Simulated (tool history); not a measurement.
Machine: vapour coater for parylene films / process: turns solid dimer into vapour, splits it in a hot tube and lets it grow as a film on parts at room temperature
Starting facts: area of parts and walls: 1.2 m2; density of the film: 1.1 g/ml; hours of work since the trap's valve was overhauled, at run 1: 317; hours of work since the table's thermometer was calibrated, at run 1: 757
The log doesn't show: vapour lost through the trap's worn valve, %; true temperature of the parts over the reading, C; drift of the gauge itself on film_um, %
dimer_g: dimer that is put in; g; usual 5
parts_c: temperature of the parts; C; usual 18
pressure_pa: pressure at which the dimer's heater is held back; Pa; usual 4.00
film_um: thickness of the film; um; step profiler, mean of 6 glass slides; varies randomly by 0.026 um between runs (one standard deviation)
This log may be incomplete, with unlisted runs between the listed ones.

run,day,dimer_g,parts_c,pressure_pa,hours of work since the trap's valve was overhauled,hours of work since the table's thermometer was calibrated,film_um
1,0.000,5,18,4.00,317,757,2.46
2,0.608,5,18,4.00,329,770,2.47
3,1.342,5,18,4.00,344,784,2.44
4,2.262,5,18,4.00,362,802,2.41
5,2.850,5,18,4.00,374,814,2.39
6,3.438,5,18,4.00,385,826,2.40
7,4.129,5,18,4.00,399,839,2.39
8,5.146,5,18,4.00,419,860,2.38
9,5.671,5,18,4.00,430,870,2.35
10,6.129,5,18,4.00,439,879,2.43
11,6.750,5,18,6.32,451,891,2.19
12,7.658,5,18,6.32,469,909,2.12
13,8.242,5,18,6.32,481,921,2.13
14,8.954,5,18,4.00,495,935,2.37
15,9.450,5,18,4.00,505,945,2.35
16,10.254,3,14,2.42,521,961,1.90
17,11.175,3,14,2.42,539,979,1.85
18,11.779,6,15,7.77,551,991,2.75
19,12.429,6,15,7.77,564,1004,2.74
20,13.096,4,10,9.47,577,1017,2.17
21,13.546,4,10,9.47,586,1026,2.19
# day 13.679: table's thermometer calibrated
22,14.196,8,17,2.55,598,10,4.23
23,15.142,8,11,7.06,617,29,4.33
# day 16.062: trap's valve overhauled
24,16.092,5,18,3.24,1,45,2.68
25,16.900,5,18,3.24,17,61,2.70
26,17.704,2,18,4.32,33,77,1.03
27,18.567,5,21,4.00,50,94,2.23
28,19.104,4,29,2.92,60,104,1.36
# day 19.908: table's thermometer calibrated, once more
29,19.925,4,29,2.92,76,0,1.41
30,20.892,4,29,2.92,95,19,1.34

Here are 5 independent what-if runs from the current tool condition. What would each one return?
A,21.462,4,14,2.92,106,31,?
B,21.462,3,28,2.12,106,31,?
C,21.462,5,20,4.00,106,31,?
D,21.462,5,25,6.10,106,31,?
E,21.462,4,29,7.83,106,31,?

run,film_um
A,2.65
B,1.13
C,2.36
D,1.75
E,1.13
Stripped of hidden state, with their random variation kept, the same runs would have yielded:
run,film_um
A,2.71
B,1.16
C,2.41
D,1.79
E,1.16
